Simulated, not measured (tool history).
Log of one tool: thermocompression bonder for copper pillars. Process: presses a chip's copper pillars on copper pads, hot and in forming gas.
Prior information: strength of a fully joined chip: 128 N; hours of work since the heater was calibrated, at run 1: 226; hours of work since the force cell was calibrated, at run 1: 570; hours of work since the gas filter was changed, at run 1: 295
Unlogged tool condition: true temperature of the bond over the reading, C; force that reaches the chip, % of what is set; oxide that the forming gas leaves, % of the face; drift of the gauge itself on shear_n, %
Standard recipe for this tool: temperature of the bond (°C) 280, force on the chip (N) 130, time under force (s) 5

run,day,temperature of the bond (°C),force on the chip (N),time under force (s),hours of work since the heater was calibrated,hours of work since the force cell was calibrated,hours of work since the gas filter was changed,force that shears a chip off (N)
1,0.000,280,130,5,226,570,295,53.2
2,0.304,280,127,5,231,574,299,52.5
3,0.579,280,127,5,235,578,303,52.9
4,0.750,280,127,5,237,581,306,52.6
5,1.004,280,130,5,241,585,310,52.9
6,1.204,280,130,3,244,588,313,43.6
7,1.362,280,130,3,246,590,315,42.6
8,1.642,280,101,5,251,594,319,46.8
9,1.883,280,130,5,254,598,323,51.9
10,2.108,258,130,5,258,601,326,39.7
11,2.479,280,130,4,263,607,332,48.7
12,2.800,280,103,4,268,612,337,41.5
13,3.033,280,103,4,271,615,340,43.6
14,3.208,280,130,7,274,618,343,59.3
15,3.488,280,130,7,278,622,347,58.5
16,3.696,280,85,7,281,625,350,49.8
17,3.858,280,85,7,284,627,353,48.0
18,4.129,280,85,7,288,631,357,48.4
19,4.408,280,85,7,292,636,361,48.3
20,4.571,280,85,7,295,638,363,47.9
21,4.721,280,85,7,297,640,366,48.7
22,5.058,280,130,8,302,645,371,62.8
23,5.271,306,130,4,305,649,374,65.4
24,5.438,306,130,4,308,651,376,65.1
25,5.612,307,130,3,310,654,379,59.1
26,5.808,307,106,3,313,657,382,54.3
27,6.154,307,106,3,318,662,387,54.0
28,6.504,295,165,3,324,667,392,58.4
29,6.829,296,146,10,329,672,397,82.2
30,7.167,299,129,14,334,677,402,87.5
31,7.358,299,129,14,336,680,405,88.5
32,7.642,299,129,14,341,684,409,88.0
# day 7.888: forming gas filter changed
33,7.975,302,83,3,345,689,1,48.4
34,8.221,302,83,3,349,693,5,48.3
35,8.521,280,88,10,354,697,10,59.4
36,8.821,280,88,10,358,702,14,59.8
# day 8.925: force cell calibrated
37,9.175,280,88,10,362,4,18,58.0
38,9.554,280,88,10,368,9,24,57.2
39,9.858,286,93,5,373,14,29,50.2
40,10.088,286,93,5,376,17,32,49.1
41,10.425,286,93,5,381,22,37,49.1

Some steps in force that shears a chip off (N) between neighbouring runs. How much of each would the tool show without its hidden state too (settings, what came in, random variation), and how much is left for the hidden state, with any gauge scatter that isn't in both results?
Run 13 -> 14: force on the chip (N) 103 -> 130, time under force (s) 4 -> 7. force that shears a chip off (N) +15.7: hidden state -0.6, all else +16.3.
Run 28 -> 29: temperature of the bond (°C) 295 -> 296, force on the chip (N) 165 -> 146, time under force (s) 3 -> 10. force that shears a chip off (N) +23.8: hidden state -1.5, all else +25.3.
Run 32 -> 33: temperature of the bond (°C) 299 -> 302, force on the chip (N) 129 -> 83, time under force (s) 14 -> 3, forming gas filter changed. force that shears a chip off (N) -39.6: hidden state +5.3, all else -44.9.
Run 36 -> 37: force cell calibrated. force that shears a chip off (N) -1.8: hidden state -1.8, all else +0.0.
